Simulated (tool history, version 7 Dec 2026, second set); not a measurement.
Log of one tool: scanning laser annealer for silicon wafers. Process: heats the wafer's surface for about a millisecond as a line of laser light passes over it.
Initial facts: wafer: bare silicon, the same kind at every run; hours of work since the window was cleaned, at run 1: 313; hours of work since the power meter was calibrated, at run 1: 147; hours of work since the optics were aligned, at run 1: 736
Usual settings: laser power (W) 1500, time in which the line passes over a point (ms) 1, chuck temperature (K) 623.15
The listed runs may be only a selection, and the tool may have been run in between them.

run     day  laser power (W)  time in which the line passes over a point (ms)  chuck temperature (K)  hours of work since the window was cleaned  hours of work since the power meter was calibrated  hours of work since the optics were aligned  highest temperature of the surface (K)
  1       0             1500                                                1                 623.15                                         313                                                 147                                          736                                 1337.15
  2   0.533             1500                                                1                 623.15                                         319                                                 152                                          742                                 1333.15
  3   1.058             1500                                             0.87                 623.15                                         324                                                 158                                          747                                 1285.15
  4   1.412             1500                                             0.87                 623.15                                         328                                                 161                                          751                                 1283.15
  5   1.762             1500                                             0.99                 623.15                                         332                                                 165                                          755                                 1332.15
  6   2.329             1500                                             0.99                 623.15                                         338                                                 171                                          761                                 1328.15
  7   2.604             1500                                             0.99                 623.15                                         340                                                 174                                          763                                 1329.15
  8   3.079             1500                                             0.99                 663.15                                         345                                                 179                                          768                                 1371.15
  9   3.379             1500                                                1                 623.15                                         349                                                 182                                          772                                 1330.15
 10   3.838             1500                                                1                 623.15                                         353                                                 187                                          776                                 1334.15
 11   4.325             1500                                                1                 623.15                                         358                                                 192                                          781                                 1328.15
 12   4.817             1500                                                1                 623.15                                         364                                                 197                                          787                                 1332.15
 13   5.104             1500                                                1                 623.15                                         367                                                 200                                          790                                 1328.15
 14   5.408             1500                                                1                 623.15                                         370                                                 203                                          793                                 1329.15
 15   5.675             1500                                             0.96                 623.15                                         373                                                 206                                          796                                 1314.15
 16   5.958             1500                                             0.96                 623.15                                         376                                                 209                                          799                                 1316.15
 17   6.425             1330                                                1                 623.15                                         380                                                 214                                          803                                 1222.15
 18   7.008             1330                                                1                 623.15                                         386                                                 220                                          809                                 1221.15
 19   7.383             1330                                                1                 623.15                                         390                                                 224                                          813                                 1220.15
 20   7.917             1323                                                1                 623.15                                         396                                                 229                                          819                                 1217.15
 21   8.292             1323                                             0.96                 662.15                                         400                                                 233                                          823                                 1244.15
 22   8.758             1500                                              1.2                 613.15                                         405                                                 238                                          828                                 1382.15
 23   9.175             1572                                              1.2                 663.15                                         409                                                 243                                          832                                 1481.15
 24   9.425             1572                                              1.2                 663.15                                         412                                                 245                                          835                                 1481.15
 25  10.008             1479                                                1                 592.15                                         418                                                 251                                          841                                 1276.15
 26  10.529             1284                                                1                 660.15                                         423                                                 257                                          846                                 1225.15
 27  10.838             1470                                             0.97                 592.15                                         426                                                 260                                          849                                 1264.15
 28  11.279             1470                                             0.96                 629.15                                         431                                                 264                                          854                                 1291.15
 29  11.658             1330                                             0.96                 651.15                                         435                                                 268                                          858                                 1233.15
 30  12.158             1330                                             0.96                 651.15                                         440                                                 274                                          863                                 1231.15
 31  12.542             1444                                                1                 623.15                                         444                                                 278                                          867                                 1287.15
 32  13.158             1444                                                1                 623.15                                         451                                                 284                                          874                                 1284.15
 33  13.483             1500                                                1                 652.15                                         454                                                 288                                          877                                 1346.15
 34  13.842             1500                                                1                 652.15                                         458                                                 291                                          881                                 1347.15
 35  14.317             1500                                                1                 652.15                                         463                                                 296                                          886                                 1345.15
 36  14.929             1500                                                1                 652.15                                         469                                                 303                                          892                                 1347.15
 37  15.196             1500                                                1                 652.15                                         472                                                 305                                          895                                 1346.15
 38  15.796             1500                                             1.19                 623.15                                         478                                                 312                                          901                                 1381.15
 39   16.35             1500                                             1.19                 623.15                                         484                                                 317                                          907                                 1380.15
     16.733  -- window over the wafer cleaned
 40  16.746             1500                                             1.19                 623.15                                           0                                                 321                                          910                                 1441.15

Consider 5 possible next runs. They are alternatives, not a sequence: every one starts from the tool as it was left by run 40. What does each give?
  A  17.075             1328                                             1.19                 654.15                                           4                                                 324                                          914                                       ?
  B  17.075             1297                                             0.82                 604.15                                           4                                                 324                                          914                                       ?
  C  17.075             1500                                             1.19                 605.15                                           4                                                 324                                          914                                       ?
  D  17.075             1314                                             1.19                 607.15                                           4                                                 324                                          914                                       ?
  E  17.075             1500                                             1.19                 624.15                                           4                                                 324                                          914                                       ?

run  highest temperature of the surface (K)
  A                                 1348.15
  B                                 1157.15
  C                                 1422.15
  D                                 1291.15
  E                                 1443.15
Stripped of hidden state, with their random variation kept, the same runs would have yielded:
run  highest temperature of the surface (K)
  A                                 1370.15
  B                                 1175.15
  C                                 1448.15
  D                                 1313.15
  E                                 1470.15
